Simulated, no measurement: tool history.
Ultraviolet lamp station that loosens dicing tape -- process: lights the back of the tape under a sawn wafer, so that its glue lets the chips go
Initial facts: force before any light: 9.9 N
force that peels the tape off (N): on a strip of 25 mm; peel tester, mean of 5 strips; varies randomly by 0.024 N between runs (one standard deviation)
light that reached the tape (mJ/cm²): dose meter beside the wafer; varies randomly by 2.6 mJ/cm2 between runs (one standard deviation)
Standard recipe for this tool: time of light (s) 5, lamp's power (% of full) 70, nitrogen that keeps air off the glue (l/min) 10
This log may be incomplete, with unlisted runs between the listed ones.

run   hour  time of light (s)  lamp's power (% of full)  nitrogen that keeps air off the glue (l/min)  force that peels the tape off (N)  light that reached the tape (mJ/cm²)
  1    0.0                  5                        70                                            10                              1.202                                   339
  2   37.9                  5                        70                                             7                              1.462                                   335
  3   79.6                  5                        70                                            10                              1.166                                   342
  4  126.0                  8                        70                                            10                              0.425                                   539
  5  171.8                  5                        70                                            10                              1.195                                   338
  6  213.3                  5                        70                                             4                              2.088                                   339
  7  262.5                  5                        70                                             4                              2.073                                   340
  8  290.1                  5                        70                                            10                              1.154                                   341
  9  313.0                  5                        70                                            10                              1.232                                   343
 10  355.1                  5                        70                                            10                              1.175                                   338
 11  376.3                  5                        70                                            10                              1.184                                   343
 12  421.2                  5                        70                                            10                              1.165                                   336
 13  457.3                  5                        70                                            10                              1.173                                   334
 14  497.0                  6                        85                                            10                              0.513                                   494
 15  531.9                  5                        70                                             5                              1.836                                   340
 16  570.8                  8                        69                                             3                              1.103                                   540
 17  619.3                  8                        86                                             6                              0.392                                   661
 18  643.4                  5                        68                                            19                              0.878                                   334
 19  671.4                  6                        94                                            14                              0.328                                   550
 20  709.9                  7                        94                                            15                              0.224                                   642
 21  759.7                  7                        94                                            15                              0.233                                   635
 22  794.5                  7                        62                                             6                              1.115                                   427
 23  834.3                  7                        62                                            10                              0.791                                   423
 24  859.9                  5                        64                                            10                              1.416                                   311
 25  889.0                  5                        70                                             8                              1.328                                   341

The log once held 1 entry between its listed runs, left out of this copy. Where does each go, and what is different about the tool's unlogged condition between the listed run before it and the listed run after it?
Runs 15 to 16: window cleaned of glue's vapour (hour 568.4)
  light that the window lets through, % of a clean one's: 99.9 -> 100

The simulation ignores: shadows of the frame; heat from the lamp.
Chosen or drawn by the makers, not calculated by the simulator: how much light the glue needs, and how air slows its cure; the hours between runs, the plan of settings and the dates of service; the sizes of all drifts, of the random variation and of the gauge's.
